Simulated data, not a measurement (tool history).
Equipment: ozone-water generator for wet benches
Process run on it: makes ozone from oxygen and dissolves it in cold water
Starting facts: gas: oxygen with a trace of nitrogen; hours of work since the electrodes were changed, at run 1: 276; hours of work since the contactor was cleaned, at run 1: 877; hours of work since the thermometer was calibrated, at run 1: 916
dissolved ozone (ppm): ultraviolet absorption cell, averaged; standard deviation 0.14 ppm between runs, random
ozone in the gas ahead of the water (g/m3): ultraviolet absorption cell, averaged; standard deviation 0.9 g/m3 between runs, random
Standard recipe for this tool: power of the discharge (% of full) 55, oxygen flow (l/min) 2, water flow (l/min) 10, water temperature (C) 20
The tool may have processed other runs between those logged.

| run | day | power of the discharge (% of full) | oxygen flow (l/min) | water flow (l/min) | water temperature (C) | hours of work since the electrodes were changed | hours of work since the contactor was cleaned | hours of work since the thermometer was calibrated | dissolved ozone (ppm) | ozone in the gas ahead of the water (g/m3) |
|---|---|---|---|---|---|---|---|---|---|---|
| 1 | 0 | 55 | 2 | 10 | 20 | 276 | 877 | 916 | 15.1 | 149.6 |
| 2 | 0.875 | 55 | 2 | 10 | 20 | 294 | 896 | 935 | 14.9 | 148.7 |
| 3 | 1.546 | 55 | 2 | 12 | 20 | 308 | 910 | 949 | 12.8 | 150.2 |
| 4 | 2.429 | 55 | 2 | 12 | 20 | 327 | 929 | 967 | 12.7 | 150.1 |
| 5 | 3.783 | 55 | 2.97 | 12 | 20 | 355 | 957 | 996 | 13.5 | 123.7 |
| 6 | 4.562 | 55 | 2.97 | 12 | 20 | 372 | 973 | 1012 | 13.3 | 123.5 |
| 7 | 5.229 | 55 | 2 | 11 | 20 | 386 | 987 | 1026 | 13.9 | 150.3 |
| 8 | 6.388 | 55 | 2 | 11 | 20 | 410 | 1012 | 1051 | 13.8 | 149.5 |
| 9 | 7.146 | 55 | 2 | 11 | 20 | 426 | 1028 | 1067 | 13.8 | 150.2 |
| 10 | 8.242 | 55 | 2 | 10 | 20 | 449 | 1051 | 1090 | 14.8 | 149.1 |
| 11 | 9.225 | 55 | 2.66 | 10 | 20 | 470 | 1071 | 1110 | 15.5 | 132 |
| 12 | 10.346 | 55 | 2 | 10 | 20 | 493 | 1095 | 1134 | 15.2 | 151.2 |
| 13 | 11.262 | 55 | 1.01 | 10 | 15 | 513 | 1114 | 1153 | 13.4 | 205.1 |
| 14 | 12.625 | 84 | 1.45 | 6 | 19 | 541 | 1143 | 1182 | 28.2 | 224.2 |
| 15 | 13.679 | 49 | 1.23 | 12 | 19 | 563 | 1165 | 1204 | 10.9 | 176.1 |
| 16 | 15.038 | 49 | 1.86 | 16 | 28 | 592 | 1193 | 1232 | 8 | 144.1 |
| 17 | 16.121 | 43 | 2.85 | 10 | 19 | 615 | 1216 | 1255 | 13.4 | 110.2 |
| 18 | 17.096 | 55 | 2 | 10 | 12 | 635 | 1237 | 1276 | 16.5 | 149.3 |
| 19 | 18.342 | 55 | 2 | 10 | 12 | 661 | 1263 | 1302 | 16.5 | 148.9 |
| 20 | 19.633 | 55 | 2 | 10 | 12 | 689 | 1290 | 1329 | 16.4 | 148 |
| 21 | 20.658 | 51 | 2 | 7 | 22 | 710 | 1312 | 1351 | 18.3 | 143.2 |
| 22 | 21.771 | 42 | 2.34 | 10 | 20 | 734 | 1335 | 1374 | 13 | 117.9 |
| 23 | 23.042 | 91 | 2.34 | 15 | 20 | 760 | 1362 | 1401 | 14.2 | 187.4 |

Below are 5 alternative next runs, each starting from the tool's condition after run 23. Predict each:
| A | 24.242 | 91 | 2.34 | 15 | 28 | 785 | 1387 | 1426 | ? | ? |
| B | 24.242 | 91 | 2.77 | 15 | 20 | 785 | 1387 | 1426 | ? | ? |
| C | 24.242 | 66 | 2 | 7 | 20 | 785 | 1387 | 1426 | ? | ? |
| D | 24.242 | 55 | 2 | 10 | 19 | 785 | 1387 | 1426 | ? | ? |
| E | 24.242 | 49 | 1.1 | 12 | 20 | 785 | 1387 | 1426 | ? | ? |

| run | dissolved ozone (ppm) | ozone in the gas ahead of the water (g/m3) |
|---|---|---|
| A | 13 | 188.6 |
| B | 14.4 | 171.4 |
| C | 21.7 | 166.1 |
| D | 15.2 | 149.2 |
| E | 10.4 | 183.9 |
Had the tool no hidden state, the same runs would have come out as:
| run | dissolved ozone (ppm) | ozone in the gas ahead of the water (g/m3) |
|---|---|---|
| A | 13.5 | 192.1 |
| B | 15 | 174.6 |
| C | 22.3 | 168.7 |
| D | 15.7 | 151.2 |
| E | 10.7 | 186.3 |
